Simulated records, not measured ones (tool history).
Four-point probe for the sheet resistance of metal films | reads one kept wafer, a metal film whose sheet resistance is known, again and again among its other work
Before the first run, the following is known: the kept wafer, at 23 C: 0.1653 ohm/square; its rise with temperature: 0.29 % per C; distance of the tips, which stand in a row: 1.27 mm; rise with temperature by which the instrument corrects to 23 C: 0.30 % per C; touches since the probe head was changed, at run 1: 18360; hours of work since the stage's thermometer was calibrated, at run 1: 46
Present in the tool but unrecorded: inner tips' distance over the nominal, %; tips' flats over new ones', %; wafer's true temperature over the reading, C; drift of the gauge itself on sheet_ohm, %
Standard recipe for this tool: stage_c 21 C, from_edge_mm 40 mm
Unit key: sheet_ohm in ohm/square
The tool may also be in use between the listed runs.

run	hour	stage_c	from_edge_mm	touches since the probe head was changed	hours of work since the stage's thermometer was calibrated	sheet_ohm
1	0	21	40	18360	46	0.165433
2	22.2	21	40	19444	62	0.165463
3	51.3	21	40	20864	84	0.165504
4	75.9	21	40	22065	102	0.165478
5	92.2	21	40	22858	114	0.165439
6	106.5	21	40	23556	124	0.165495
7	129.5	21	40	24681	141	0.165523
8	143.2	21	40	25350	151	0.165502
9	161.4	21	40	26239	165	0.165521
10	174.8	21	40	26890	174	0.165498
11	192.9	21	40	27774	188	0.165539
12	213.2	21	55	28763	203	0.165522
13	244.8	21	55	30307	226	0.165497
14	258.6	21	40	30979	236	0.165549
15	282.8	21	12	32160	254	0.16651
16	314.5	21	12	33709	277	0.166497
17	339.8	25	40	34942	296	0.165484
18	360.8	25	40	35969	311	0.165572
19	390.8	25	40	37434	333	0.165509
20	413.9	28	40	38559	350	0.165466
21	438.7	28	40	39768	368	0.165451
22	459.5	28	40	40784	384	0.165531
23	479.3	34	5	41750	398	0.170799
24	498	34	5	42664	412	0.170834
25	527.5	26	42	44102	434	0.165592
26	553.6	23	7	45377	453	0.168488
27	576.9	23	7	46515	470	0.168429
28	595.3	26	6	47411	484	0.169399
29	610.3	22	17	48145	495	0.166106
30	631.4	28	20	49171	510	0.165851
31	652.4	21	6	50199	526	0.169613
32	672.8	21	6	51196	541	0.169541
33	691.3	34	9	52096	554	0.167152
34	711.1	29	60	53062	569	0.165502
35	726.6	24	4	53822	580	0.17413
36	748.1	21	40	54868	596	0.165939
37	761.7	29	31	55532	606	0.165627
38	784.8	29	7	56658	623	0.168429

5 ways to go on from here, each from the tool as it stands after run 38. What would each give?
A	805.9	27	28	57690	638	?
B	805.9	29	68	57690	638	?
C	805.9	28	5	57690	638	?
D	805.9	19	35	57690	638	?
E	805.9	31	67	57690	638	?

run	sheet_ohm
A	0.16584
B	0.165567
C	0.171189
D	0.165979
E	0.165525
Without the tool's unlogged condition, the same runs would have read:
run	sheet_ohm
A	0.165426
B	0.165153
C	0.170763
D	0.165562
E	0.165112
